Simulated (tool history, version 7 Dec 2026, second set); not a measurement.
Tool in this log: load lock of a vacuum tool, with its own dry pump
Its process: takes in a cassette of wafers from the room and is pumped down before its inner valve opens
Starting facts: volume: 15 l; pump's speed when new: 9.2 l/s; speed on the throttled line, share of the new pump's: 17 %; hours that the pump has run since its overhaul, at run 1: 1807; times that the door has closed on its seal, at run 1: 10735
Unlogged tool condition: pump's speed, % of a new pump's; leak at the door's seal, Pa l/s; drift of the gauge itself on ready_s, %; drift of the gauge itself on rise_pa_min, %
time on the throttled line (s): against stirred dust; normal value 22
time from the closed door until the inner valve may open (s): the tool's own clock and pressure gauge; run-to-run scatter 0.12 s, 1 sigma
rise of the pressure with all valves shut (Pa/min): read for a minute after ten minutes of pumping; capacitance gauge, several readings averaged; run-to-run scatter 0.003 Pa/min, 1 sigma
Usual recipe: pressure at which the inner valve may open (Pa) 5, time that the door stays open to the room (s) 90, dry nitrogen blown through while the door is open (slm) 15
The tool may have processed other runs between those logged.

run,hour,time on the throttled line (s),pressure at which the inner valve may open (Pa),time that the door stays open to the room (s),dry nitrogen blown through while the door is open (slm),hours that the pump has run since its overhaul,times that the door has closed on its seal,"incoming humidity of the room's air, %",time from the closed door until the inner valve may open (s),rise of the pressure with all valves shut (Pa/min)
1,0,22,5,90,15,1807,10735,47.8,35.2,0.123
2,168.8,22,5,90,15,1976,11133,45.6,34.9,0.126
3,266.9,22,5,90,6,2074,11365,45.7,34.9,0.151
4,420.1,22,5,90,15,2227,11727,44.7,34.9,0.125
5,534.9,22,5,90,15,2342,11998,45.1,34.9,0.133
6,644,22,5,90,15,2451,12256,44.1,35,0.133
7,785.5,22,5,90,15,2592,12590,45,35.1,0.14
8,922,22,5,90,15,2729,12912,45.1,35,0.152
9,1012.2,22,5,90,15,2819,13125,44.4,35,0.146
10,1181.7,22,5,90,15,2989,13525,47,35.1,0.155
11,1274.7,22,5,90,15,3082,13745,45.4,35,0.157
12,1397,22,5,90,15,3204,14034,43.1,35.3,0.166
13,1559.3,22,5,90,15,3366,14417,42.9,35.1,0.166
14,1684.7,22,5,90,17,3492,14713,44.8,35.2,0.166
15,1809.1,22,5,90,15,3616,15007,47.5,34.9,0.178
16,1924.3,22,5,90,5,3731,15279,47.3,35,0.21
17,2050.4,22,5,90,13,3857,15576,47.2,35,0.179
18,2204.9,14,5,90,15,4012,15941,44.1,28.3,0.186
19,2303.7,23,5,90,15,4111,16175,42.7,36.1,0.188
20,2378.8,25,5,90,15,4186,16352,47.2,37.7,0.194
21,2452.5,30,5,60,15,4259,16526,44.9,41.5,0.178
22,2543.6,19,5,182,19,4350,16741,47.8,32.8,0.217
23,2620.9,19,5,182,19,4428,16924,48.1,32.8,0.214
24,2696.8,21,6,90,12,4504,17103,46.4,33.9,0.209
25,2806.2,21,6,90,12,4613,17361,45.1,34.2,0.211
26,2916.6,33,6,90,15,4724,17622,47.1,44,0.212
27,3051.1,22,5,29,15,4858,17940,43.3,35.1,0.197
28,3154.5,22,9,38,21,4961,18184,44.1,34.1,0.201
29,3243,37,6,65,6,5050,18393,44,47.3,0.229
30,3359.1,37,6,65,6,5166,18667,48.1,47.3,0.243
31,3474.9,37,6,65,6,5282,18940,45.3,47.3,0.239
32,3570.1,16,5,57,21,5377,19165,43.1,30.2,0.215
33,3707.8,16,5,57,21,5515,19490,46.8,30.3,0.233
34,3845.9,22,5,90,12,5653,19817,46.2,35.3,0.249
35,3918.8,22,5,90,12,5726,19989,43.1,35.3,0.246
36,4063.4,22,9,90,16,5870,20330,44.4,34.3,0.25
37,4189.1,22,9,90,16,5996,20627,45.8,34.3,0.256

For each run, the measured value with the value that run would have given without the tool's hidden condition subtracted. The run-to-run variation is shared by both, the gauge scatter possibly not:
run,time from the closed door until the inner valve may open (s),rise of the pressure with all valves shut (Pa/min)
1,+0.1,+0.078
2,+0.1,+0.081
3,+0.2,+0.084
4,+0.2,+0.088
5,+0.2,+0.093
6,+0.1,+0.094
7,+0.2,+0.097
8,+0.2,+0.102
9,+0.2,+0.106
10,+0.2,+0.109
11,+0.2,+0.113
12,+0.3,+0.117
13,+0.3,+0.122
14,+0.3,+0.126
15,+0.3,+0.131
16,+0.3,+0.134
17,+0.3,+0.137
18,+0.3,+0.142
19,+0.4,+0.146
20,+0.3,+0.15
21,+0.3,+0.153
22,+0.4,+0.156
23,+0.4,+0.159
24,+0.4,+0.162
25,+0.4,+0.162
26,+0.3,+0.168
27,+0.4,+0.172
28,+0.4,+0.179
29,+0.4,+0.178
30,+0.3,+0.185
31,+0.4,+0.183
32,+0.5,+0.191
33,+0.5,+0.197
34,+0.5,+0.203
35,+0.5,+0.204
36,+0.5,+0.212
37,+0.5,+0.218
